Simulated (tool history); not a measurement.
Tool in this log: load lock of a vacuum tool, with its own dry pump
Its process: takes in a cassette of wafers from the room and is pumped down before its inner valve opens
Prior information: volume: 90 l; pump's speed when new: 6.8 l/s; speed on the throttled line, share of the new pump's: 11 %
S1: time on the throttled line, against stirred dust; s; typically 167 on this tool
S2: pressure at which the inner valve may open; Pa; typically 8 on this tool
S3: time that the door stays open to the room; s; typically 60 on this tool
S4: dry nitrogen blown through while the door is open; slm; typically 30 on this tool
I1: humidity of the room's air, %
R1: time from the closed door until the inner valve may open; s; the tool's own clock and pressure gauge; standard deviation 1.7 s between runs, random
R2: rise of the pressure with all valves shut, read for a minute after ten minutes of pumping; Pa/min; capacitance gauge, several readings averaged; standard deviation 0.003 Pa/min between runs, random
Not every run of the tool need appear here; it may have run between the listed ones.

run 1 day=0 | S1=167 S2=8 S3=60 S4=30 | I1=45.7 | R1=276.4 R2=0.023
run 2 day=11.521 | S1=167 S2=8 S3=60 S4=30 | I1=46.1 | R1=273.4 R2=0.02
run 3 day=20.042 | S1=249 S2=8 S3=60 S4=30 | I1=45.9 | R1=349.3 R2=0.019
run 4 day=33.938 | S1=249 S2=8 S3=60 S4=30 | I1=44.6 | R1=349.8 R2=0.016
run 5 day=42.162 | S1=249 S2=8 S3=60 S4=30 | I1=43.7 | R1=349.6 R2=0.02
run 6 day=50.029 | S1=249 S2=12 S3=60 S4=30 | I1=44.6 | R1=345.2 R2=0.018
run 7 day=59.4 | S1=167 S2=12 S3=60 S4=30 | I1=46.1 | R1=272.4 R2=0.018
run 8 day=65.933 | S1=167 S2=12 S3=60 S4=30 | I1=47.6 | R1=266.7 R2=0.019
run 9 day=76.675 | S1=167 S2=12 S3=60 S4=30 | I1=43.4 | R1=273.5 R2=0.021
run 10 day=84.529 | S1=167 S2=8 S3=60 S4=39 | I1=44.1 | R1=276.5 R2=0.016
run 11 day=94.179 | S1=167 S2=8 S3=60 S4=39 | I1=44.4 | R1=274.9 R2=0.011
run 12 day=103.204 | S1=167 S2=8 S3=60 S4=39 | I1=46.2 | R1=274.4 R2=0.015
run 13 day=110.967 | S1=167 S2=8 S3=60 S4=30 | I1=41 | R1=275.7 R2=0.017
run 14 day=121.242 | S1=167 S2=8 S3=50 S4=30 | I1=43.4 | R1=274.8 R2=0.012
run 15 day=131.083 | S1=167 S2=8 S3=50 S4=30 | I1=46.3 | R1=276.1 R2=0.019
run 16 day=139.779 | S1=167 S2=8 S3=50 S4=30 | I1=41.9 | R1=272.3 R2=0.014
-- day=140.896 door's seal changed, seat wiped
run 17 day=151.808 | S1=167 S2=8 S3=50 S4=30 | I1=41.2 | R1=271.2 R2=0.016
run 18 day=165.629 | S1=167 S2=8 S3=60 S4=30 | I1=45.9 | R1=275.4 R2=0.016
run 19 day=179.8 | S1=167 S2=8 S3=60 S4=14 | I1=47 | R1=274.8 R2=0.029
run 20 day=189.854 | S1=167 S2=8 S3=60 S4=14 | I1=45.7 | R1=272.6 R2=0.03
run 21 day=195.671 | S1=167 S2=8 S3=60 S4=14 | I1=46.8 | R1=276.1 R2=0.027
run 22 day=204.675 | S1=230 S2=15 S3=173 S4=10 | I1=43 | R1=320.1 R2=0.063
-- day=208.733 dry pump taken out, an overhauled one fitted
run 23 day=214.021 | S1=230 S2=15 S3=173 S4=10 | I1=46.2 | R1=324.7 R2=0.07
run 24 day=224.983 | S1=230 S2=15 S3=173 S4=10 | I1=45.4 | R1=321.7 R2=0.063
run 25 day=237.104 | S1=167 S2=8 S3=158 S4=30 | I1=42.9 | R1=272.7 R2=0.034
run 26 day=245.967 | S1=167 S2=8 S3=158 S4=30 | I1=49.2 | R1=274.4 R2=0.041
run 27 day=251.671 | S1=91 S2=8 S3=25 S4=30 | I1=43.8 | R1=208.5 R2=0.011
run 28 day=262.017 | S1=91 S2=14 S3=25 S4=30 | I1=47.1 | R1=199.2 R2=0.006
run 29 day=270.554 | S1=207 S2=10 S3=93 S4=30 | I1=41.9 | R1=308.3 R2=0.023
run 30 day=279.283 | S1=107 S2=10 S3=93 S4=30 | I1=48 | R1=217.2 R2=0.028
run 31 day=290.067 | S1=107 S2=13 S3=107 S4=6 | I1=45 | R1=215.6 R2=0.056
run 32 day=296.754 | S1=91 S2=7 S3=33 S4=13 | I1=45.4 | R1=210.5 R2=0.017
run 33 day=310.762 | S1=214 S2=8 S3=60 S4=21 | I1=45.3 | R1=313.5 R2=0.022
run 34 day=324.238 | S1=266 S2=8 S3=193 S4=20 | I1=44.3 | R1=364.8 R2=0.049
run 35 day=330.721 | S1=167 S2=7 S3=83 S4=30 | I1=46.5 | R1=274.9 R2=0.031

What if the next run were any one of these 3? Each begins from the tool's condition after run 35:
run A day=341.725 | S1=167 S2=8 S3=31 S4=12 | I1=47.9 | R1=? R2=?
run B day=341.725 | S1=182 S2=11 S3=130 S4=30 | I1=49.4 | R1=? R2=?
run C day=341.725 | S1=93 S2=7 S3=83 S4=11 | I1=45.9 | R1=? R2=?

run=A R1=276.7 R2=0.016
run=B R1=284.8 R2=0.038
run=C R1=211.2 R2=0.039
With the hidden condition removed and each run's random variation left untouched, the same runs would have given:
run=A R1=276.7 R2=0.015
run=B R1=284.8 R2=0.037
run=C R1=211.2 R2=0.038
